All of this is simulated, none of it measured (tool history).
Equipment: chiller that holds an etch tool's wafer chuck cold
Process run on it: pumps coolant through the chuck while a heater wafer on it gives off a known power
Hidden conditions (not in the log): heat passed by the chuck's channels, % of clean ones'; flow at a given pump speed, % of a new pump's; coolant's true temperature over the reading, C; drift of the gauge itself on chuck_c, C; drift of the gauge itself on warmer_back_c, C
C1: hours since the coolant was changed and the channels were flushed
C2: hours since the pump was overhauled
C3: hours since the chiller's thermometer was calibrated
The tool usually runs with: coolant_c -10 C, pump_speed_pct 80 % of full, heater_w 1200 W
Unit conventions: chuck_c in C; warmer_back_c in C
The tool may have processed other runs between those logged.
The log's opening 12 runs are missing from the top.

{"run": 13, "day": 51.104, "coolant_c": -16, "pump_speed_pct": 80, "heater_w": 1200, "C1": 4055, "C2": 3000, "C3": 5264, "chuck_c": -7.94, "warmer_back_c": 2.72}
{"run": 14, "day": 54.379, "coolant_c": -16, "pump_speed_pct": 80, "heater_w": 1200, "C1": 4134, "C2": 3078, "C3": 5343, "chuck_c": -7.94, "warmer_back_c": 2.68}
{"run": 15, "day": 58.042, "coolant_c": -16, "pump_speed_pct": 80, "heater_w": 1200, "C1": 4222, "C2": 3166, "C3": 5431, "chuck_c": -7.75, "warmer_back_c": 2.7}
{"run": 16, "day": 63.042, "coolant_c": -16, "pump_speed_pct": 80, "heater_w": 1200, "C1": 4342, "C2": 3286, "C3": 5551, "chuck_c": -7.85, "warmer_back_c": 2.71}
{"day": 64.079, "done": "chiller's thermometer calibrated"}
{"run": 17, "day": 66.392, "coolant_c": -19, "pump_speed_pct": 70, "heater_w": 679, "C1": 4421, "C2": 3366, "C3": 56, "chuck_c": -13.79, "warmer_back_c": 1.76}
{"run": 18, "day": 69.017, "coolant_c": -12, "pump_speed_pct": 88, "heater_w": 1200, "C1": 4484, "C2": 3429, "C3": 119, "chuck_c": -3.67, "warmer_back_c": 2.44}
{"run": 19, "day": 73.746, "coolant_c": -13, "pump_speed_pct": 64, "heater_w": 673, "C1": 4598, "C2": 3542, "C3": 232, "chuck_c": -7.49, "warmer_back_c": 1.91}
{"run": 20, "day": 78.262, "coolant_c": -7, "pump_speed_pct": 68, "heater_w": 763, "C1": 4706, "C2": 3651, "C3": 340, "chuck_c": -0.84, "warmer_back_c": 2.04}
{"run": 21, "day": 81.221, "coolant_c": -7, "pump_speed_pct": 68, "heater_w": 763, "C1": 4777, "C2": 3722, "C3": 411, "chuck_c": -1.02, "warmer_back_c": 2.05}
{"run": 22, "day": 84.325, "coolant_c": -13, "pump_speed_pct": 80, "heater_w": 908, "C1": 4852, "C2": 3796, "C3": 486, "chuck_c": -6.5, "warmer_back_c": 2.08}
{"run": 23, "day": 89.15, "coolant_c": -9, "pump_speed_pct": 80, "heater_w": 908, "C1": 4968, "C2": 3912, "C3": 602, "chuck_c": -2.34, "warmer_back_c": 2.08}
{"run": 24, "day": 94.0, "coolant_c": -4, "pump_speed_pct": 87, "heater_w": 1200, "C1": 5084, "C2": 4028, "C3": 718, "chuck_c": 4.34, "warmer_back_c": 2.54}
{"run": 25, "day": 96.85, "coolant_c": -18, "pump_speed_pct": 100, "heater_w": 959, "C1": 5152, "C2": 4097, "C3": 787, "chuck_c": -11.76, "warmer_back_c": 1.74}
{"run": 26, "day": 101.025, "coolant_c": -18, "pump_speed_pct": 100, "heater_w": 959, "C1": 5253, "C2": 4197, "C3": 887, "chuck_c": -11.89, "warmer_back_c": 1.75}
{"run": 27, "day": 105.038, "coolant_c": -10, "pump_speed_pct": 80, "heater_w": 1091, "C1": 5349, "C2": 4293, "C3": 983, "chuck_c": -1.91, "warmer_back_c": 2.5}
{"run": 28, "day": 109.596, "coolant_c": -18, "pump_speed_pct": 93, "heater_w": 905, "C1": 5458, "C2": 4403, "C3": 1092, "chuck_c": -11.86, "warmer_back_c": 1.79}
{"run": 29, "day": 114.671, "coolant_c": -18, "pump_speed_pct": 96, "heater_w": 905, "C1": 5580, "C2": 4524, "C3": 1214, "chuck_c": -12.05, "warmer_back_c": 1.72}
{"run": 30, "day": 117.388, "coolant_c": -18, "pump_speed_pct": 96, "heater_w": 905, "C1": 5645, "C2": 4590, "C3": 1279, "chuck_c": -12.12, "warmer_back_c": 1.72}
{"run": 31, "day": 121.925, "coolant_c": -19, "pump_speed_pct": 82, "heater_w": 882, "C1": 5754, "C2": 4699, "C3": 1388, "chuck_c": -12.63, "warmer_back_c": 1.97}
{"run": 32, "day": 125.683, "coolant_c": -5, "pump_speed_pct": 80, "heater_w": 1780, "C1": 5844, "C2": 4789, "C3": 1479, "chuck_c": 8.37, "warmer_back_c": 4.1}

Below are 3 alternative next runs, each starting from the tool's condition after run 32. Predict each:
{"run": "A", "day": 128.321, "coolant_c": -8, "pump_speed_pct": 86, "heater_w": 1200, "C1": 5908, "C2": 4852, "C3": 1542, "chuck_c": "?", "warmer_back_c": "?"}
{"run": "B", "day": 128.321, "coolant_c": -13, "pump_speed_pct": 89, "heater_w": 1780, "C1": 5908, "C2": 4852, "C3": 1542, "chuck_c": "?", "warmer_back_c": "?"}
{"run": "C", "day": 128.321, "coolant_c": -10, "pump_speed_pct": 70, "heater_w": 1200, "C1": 5908, "C2": 4852, "C3": 1542, "chuck_c": "?", "warmer_back_c": "?"}

run=A chuck_c=0.65 warmer_back_c=2.56
run=B chuck_c=-0.42 warmer_back_c=3.69
run=C chuck_c=-0.36 warmer_back_c=3.18
With the hidden condition removed and each run's random variation left untouched, the same runs would have given:
run=A chuck_c=-0.83 warmer_back_c=2.4
run=B chuck_c=-2.68 warmer_back_c=3.46
run=C chuck_c=-2.02 warmer_back_c=2.99

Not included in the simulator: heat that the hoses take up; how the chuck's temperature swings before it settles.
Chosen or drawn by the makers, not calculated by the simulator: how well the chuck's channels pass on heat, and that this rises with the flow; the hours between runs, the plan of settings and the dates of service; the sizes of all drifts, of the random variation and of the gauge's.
